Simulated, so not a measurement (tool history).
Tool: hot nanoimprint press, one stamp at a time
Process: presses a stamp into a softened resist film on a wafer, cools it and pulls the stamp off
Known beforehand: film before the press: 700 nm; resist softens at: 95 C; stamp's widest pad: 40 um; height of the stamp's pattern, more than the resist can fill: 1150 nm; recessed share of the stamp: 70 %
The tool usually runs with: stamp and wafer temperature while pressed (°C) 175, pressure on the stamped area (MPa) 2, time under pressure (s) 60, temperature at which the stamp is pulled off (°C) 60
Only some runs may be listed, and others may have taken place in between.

run	hour	stamp and wafer temperature while pressed (°C)	pressure on the stamped area (MPa)	time under pressure (s)	temperature at which the stamp is pulled off (°C)	resist left under the stamp's widest pad (nm)	greatest force while the stamp is pulled off (N)
1	0	175	2	60	60	372.9	127
2	53.9	175	2	60	60	373.4	135
# hour 111.6: press's hydraulic seals changed and the load cell set to zero
3	113.1	175	2	60	60	363.3	139
4	156.3	175	2	60	60	364.7	142
5	184.8	175	2	60	60	358.6	143
6	211.3	175	2	60	60	359	146
7	243.9	175	2	60	60	362.8	152
# hour 258.2: stamp cleaned and given a new release coat
8	290.2	175	2	60	60	358.1	127
9	326.8	175	2	60	60	360.5	131
10	379.8	181	2	60	60	284.9	134
11	440.6	186	2.27	42	63	256.8	140
12	489.3	186	1.75	74	63	233.1	138
# hour 507.1: stamp cleaned and given a new release coat
13	529.6	176	1.53	47	55	412.6	136
# hour 552.8: plate thermocouple calibrated
14	575.8	176	3.13	47	55	317.5	148
15	607.1	176	3.13	47	55	319.1	147
16	642.4	184	3.13	31	55	276.1	151
17	688.6	185	3.03	34	52	259.1	164
18	747.9	176	2	60	60	357	147
# hour 757.9: stamp cleaned and given a new release coat
19	794.1	176	1.24	60	58	435.7	141

Subtracting, for every run, the result it would have given without the tool's unlogged condition from the measured result gives the following. The same run-to-run variation enters both numbers; the gauge's scatter may not:
The hidden state here: true temperature over the reading, C; pressure that arrives at the usual setting, %; grip of the stamp's worn release coat, % over a new coat's; drift of the gauge itself on residual_nm, %; drift of the gauge itself on pull_off_n, %.
run	resist left under the stamp's widest pad (nm)	greatest force while the stamp is pulled off (N)
1	-5.6	-1
2	-7	+2
3	-14.9	+7
4	-15.9	+10
5	-16.5	+12
6	-17.1	+14
7	-18.2	+17
8	-18.8	+0
9	-19.9	+3
10	-17.4	+7
11	-16.2	+11
12	-16.3	+14
13	-25.3	-2
14	-0.4	+6
15	-1.1	+8
16	-1.2	+11
17	-1.9	+16
18	-5.7	+18
19	-8.2	+1
